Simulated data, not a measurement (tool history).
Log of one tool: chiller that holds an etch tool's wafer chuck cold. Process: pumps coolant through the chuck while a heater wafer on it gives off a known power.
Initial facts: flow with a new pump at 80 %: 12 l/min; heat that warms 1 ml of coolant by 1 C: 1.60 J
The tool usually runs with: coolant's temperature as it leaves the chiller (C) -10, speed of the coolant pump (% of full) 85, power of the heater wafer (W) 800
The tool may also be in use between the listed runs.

run,hour,coolant's temperature as it leaves the chiller (C),speed of the coolant pump (% of full),power of the heater wafer (W),chuck's temperature once it has settled (C),how much warmer the coolant comes back (C)
1,0.0,-10,85,800,-1.5,2.48
2,54.4,-10,85,724,-2.3,2.25
3,123.9,-10,85,724,-2.3,2.20
4,226.4,-10,85,800,-1.6,2.48
5,307.4,-10,85,800,-1.5,2.44
6,399.4,-11,85,800,-2.6,2.53
7,500.5,-11,85,800,-2.4,2.49
8,551.8,-11,85,781,-2.6,2.39
9,612.2,-11,85,781,-2.4,2.47
10,721.1,-11,85,781,-2.4,2.39
11,801.3,-10,85,800,-1.2,2.44
# hour 807.8: chiller's thermometer calibrated
12,896.8,-10,85,800,-1.2,2.49
13,995.7,-10,85,800,-1.2,2.57
14,1068.9,-10,85,800,-1.1,2.48
15,1126.2,-9,85,800,-0.2,2.47
16,1208.7,-9,85,800,-0.1,2.61

The next listed run, before its measurement:
17,1315.9,-9,85,800,?,?

chuck's temperature once it has settled (C): -0.1
how much warmer the coolant comes back (C): 2.54
The same run, on a tool lacking any hidden state, would have yielded chuck's temperature once it has settled (C) -1.5, how much warmer the coolant comes back (C) 2.39.
